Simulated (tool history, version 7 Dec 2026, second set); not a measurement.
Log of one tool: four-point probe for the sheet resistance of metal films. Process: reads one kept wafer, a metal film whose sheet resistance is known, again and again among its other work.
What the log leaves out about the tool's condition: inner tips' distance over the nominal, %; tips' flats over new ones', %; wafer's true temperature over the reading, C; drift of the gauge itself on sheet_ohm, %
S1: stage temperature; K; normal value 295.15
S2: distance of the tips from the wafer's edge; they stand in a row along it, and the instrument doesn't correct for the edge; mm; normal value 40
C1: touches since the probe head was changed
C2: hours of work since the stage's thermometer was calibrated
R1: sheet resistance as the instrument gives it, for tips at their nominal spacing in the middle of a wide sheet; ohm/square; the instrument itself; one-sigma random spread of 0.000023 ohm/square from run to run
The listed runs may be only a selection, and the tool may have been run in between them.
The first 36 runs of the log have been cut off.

{"run": 37, "day": 40.862, "S1": 297.15, "S2": 40, "C1": 17380, "C2": 1073, "R1": 0.112425}
{"run": 38, "day": 41.75, "S1": 297.15, "S2": 40, "C1": 17712, "C2": 1083, "R1": 0.112423}
{"run": 39, "day": 42.425, "S1": 297.15, "S2": 40, "C1": 17966, "C2": 1091, "R1": 0.112418}
{"run": 40, "day": 43.6, "S1": 294.15, "S2": 22, "C1": 18405, "C2": 1104, "R1": 0.112672}
{"run": 41, "day": 44.833, "S1": 294.15, "S2": 22, "C1": 18867, "C2": 1118, "R1": 0.112691}
{"run": 42, "day": 45.575, "S1": 294.15, "S2": 22, "C1": 19145, "C2": 1126, "R1": 0.112672}
{"run": 43, "day": 46.933, "S1": 301.15, "S2": 20, "C1": 19653, "C2": 1141, "R1": 0.112204}
{"run": 44, "day": 48.475, "S1": 300.15, "S2": 35, "C1": 20230, "C2": 1158, "R1": 0.112216}
{"run": 45, "day": 49.692, "S1": 300.15, "S2": 35, "C1": 20685, "C2": 1172, "R1": 0.112271}

Alternative continuations, all from the tool just after run 45; predict every row:
{"run": "A", "day": 50.975, "S1": 297.15, "S2": 35, "C1": 21165, "C2": 1186, "R1": "?"}
{"run": "B", "day": 50.975, "S1": 292.15, "S2": 8, "C1": 21165, "C2": 1186, "R1": "?"}
{"run": "C", "day": 50.975, "S1": 297.15, "S2": 5, "C1": 21165, "C2": 1186, "R1": "?"}

run=A R1=0.112405
run=B R1=0.113019
run=C R1=0.113028
Without the tool's unlogged condition, the same runs would have read:
run=A R1=0.112809
run=B R1=0.113427
run=C R1=0.113434

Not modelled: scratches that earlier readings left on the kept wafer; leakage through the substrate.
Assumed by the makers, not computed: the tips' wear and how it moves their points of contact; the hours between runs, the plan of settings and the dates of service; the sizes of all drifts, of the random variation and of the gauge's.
